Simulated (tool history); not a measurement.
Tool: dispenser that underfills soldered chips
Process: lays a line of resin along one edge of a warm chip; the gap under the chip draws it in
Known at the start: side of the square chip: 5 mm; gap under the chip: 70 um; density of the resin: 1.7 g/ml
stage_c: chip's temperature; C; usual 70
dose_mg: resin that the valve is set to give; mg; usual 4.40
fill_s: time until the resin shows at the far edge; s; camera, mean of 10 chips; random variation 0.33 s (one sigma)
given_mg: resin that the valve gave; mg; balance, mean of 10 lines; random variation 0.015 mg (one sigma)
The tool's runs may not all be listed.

| run | day | stage_c | dose_mg | fill_s | given_mg |
|---|---|---|---|---|---|
| 1 | 0.000 | 70 | 4.40 | 17.3 | 4.30 |
|  | 0.229 | dispensing valve cleaned and set on the balance |
|  | 0.275 | new syringe of resin |
| 2 | 0.462 | 70 | 4.40 | 14.7 | 4.44 |
| 3 | 0.792 | 70 | 4.40 | 18.0 | 4.39 |
|  | 0.938 | new syringe of resin |
| 4 | 1.133 | 70 | 4.40 | 15.0 | 4.41 |
| 5 | 1.512 | 57 | 4.40 | 29.0 | 4.38 |
|  | 1.579 | new syringe of resin |
| 6 | 1.850 | 57 | 4.40 | 24.8 | 4.33 |
|  | 2.229 | new syringe of resin |
| 7 | 2.258 | 57 | 4.40 | 21.8 | 4.35 |
| 8 | 2.512 | 57 | 4.40 | 24.2 | 4.31 |
| 9 | 2.792 | 57 | 4.40 | 28.3 | 4.32 |
|  | 2.867 | new syringe of resin |
| 10 | 3.162 | 57 | 4.40 | 24.8 | 4.32 |
|  | 3.512 | new syringe of resin |
|  | 3.617 | dispensing valve cleaned and set on the balance |
| 11 | 3.650 | 57 | 4.40 | 22.3 | 4.40 |
| 12 | 3.929 | 79 | 4.83 | 13.0 | 4.81 |
|  | 4.221 | new syringe of resin |
| 13 | 4.342 | 79 | 4.83 | 11.2 | 4.78 |
| 14 | 4.571 | 79 | 4.83 | 12.7 | 4.79 |
| 15 | 4.808 | 79 | 4.40 | 14.2 | 4.36 |
|  | 4.892 | new syringe of resin |
| 16 | 5.267 | 80 | 4.33 | 12.5 | 4.28 |
|  | 5.542 | new syringe of resin |
| 17 | 5.662 | 80 | 4.33 | 10.5 | 4.28 |
| 18 | 6.042 | 77 | 4.08 | 14.7 | 4.01 |
|  | 6.196 | new syringe of resin |
| 19 | 6.496 | 66 | 5.70 | 17.3 | 5.60 |
| 20 | 6.808 | 70 | 5.04 | 18.4 | 4.95 |
|  | 6.838 | new syringe of resin |
|  | 6.971 | dispensing valve cleaned and set on the balance |
| 21 | 7.246 | 85 | 5.34 | 10.4 | 5.32 |

Forecast each of these 5 alternatives for the next run:
| A | 7.471 | 72 | 4.14 | ? | ? |
| B | 7.471 | 80 | 5.34 | ? | ? |
| C | 7.471 | 61 | 5.22 | ? | ? |
| D | 7.471 | 60 | 3.72 | ? | ? |
| E | 7.471 | 85 | 4.66 | ? | ? |

| run | fill_s | given_mg |
|---|---|---|
| A | 17.9 | 4.13 |
| B | 13.4 | 5.31 |
| C | 24.2 | 5.23 |
| D | 27.2 | 3.70 |
| E | 11.8 | 4.66 |
Without the tool's hidden state the same runs would have given:
| run | fill_s | given_mg |
|---|---|---|
| A | 13.7 | 4.13 |
| B | 10.2 | 5.31 |
| C | 18.4 | 5.23 |
| D | 20.8 | 3.70 |
| E | 9.0 | 4.66 |

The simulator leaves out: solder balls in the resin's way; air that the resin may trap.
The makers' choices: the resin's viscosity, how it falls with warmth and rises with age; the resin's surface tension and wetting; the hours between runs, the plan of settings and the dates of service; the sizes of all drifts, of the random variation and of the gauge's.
